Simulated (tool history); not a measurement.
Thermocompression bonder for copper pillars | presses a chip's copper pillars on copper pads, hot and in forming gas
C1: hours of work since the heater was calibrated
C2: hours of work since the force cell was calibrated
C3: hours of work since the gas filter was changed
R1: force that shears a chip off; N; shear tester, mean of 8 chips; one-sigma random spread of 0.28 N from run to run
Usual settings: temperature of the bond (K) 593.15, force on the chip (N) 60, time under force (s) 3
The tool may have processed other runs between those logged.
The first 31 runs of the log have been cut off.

Run 32, hour 254.8: usual settings but temperature of the bond (K) 621.15; C1 8; C2 144; C3 96. Result: R1 46 N.
Run 33, hour 260.7: usual settings but temperature of the bond (K) 621.15; C1 11; C2 146; C3 99. Result: R1 45.6 N.
Run 34, hour 267.2: usual settings but temperature of the bond (K) 613.15, force on the chip (N) 71, time under force (s) 5; C1 14; C2 149; C3 102. Result: R1 57.6 N.
Run 35, hour 272.9: usual settings but temperature of the bond (K) 618.15, time under force (s) 2; C1 16; C2 152; C3 105. Result: R1 38.8 N.
Run 36, hour 284.4: usual settings but temperature of the bond (K) 618.15, time under force (s) 2; C1 22; C2 157; C3 110. Result: R1 38.7 N.
Run 37, hour 291.5: usual settings; C1 25; C2 161; C3 113. Result: R1 37.1 N.
Run 38, hour 298.2: usual settings; C1 28; C2 164; C3 116. Result: R1 36.9 N.
Run 39, hour 309.5: usual settings; C1 34; C2 169; C3 122. Result: R1 36.1 N.

What if the next run were any one of these 3? Each begins from the tool's condition after run 39:
Run A, hour 319.1: usual settings but temperature of the bond (K) 616.15, time under force (s) 8; C1 38; C2 174; C3 126. Result: R1 ?.
Run B, hour 319.1: usual settings but temperature of the bond (K) 573.15; C1 38; C2 174; C3 126. Result: R1 ?.
Run C, hour 319.1: usual settings but temperature of the bond (K) 608.15; C1 38; C2 174; C3 126. Result: R1 ?.

run    R1
  A  58.7
  B  30.6
  C  41.1
The same runs, with their run-to-run variation unchanged, on a tool lacking any hidden condition would have given:
run    R1
  A  63.4
  B  33.2
  C  44.5
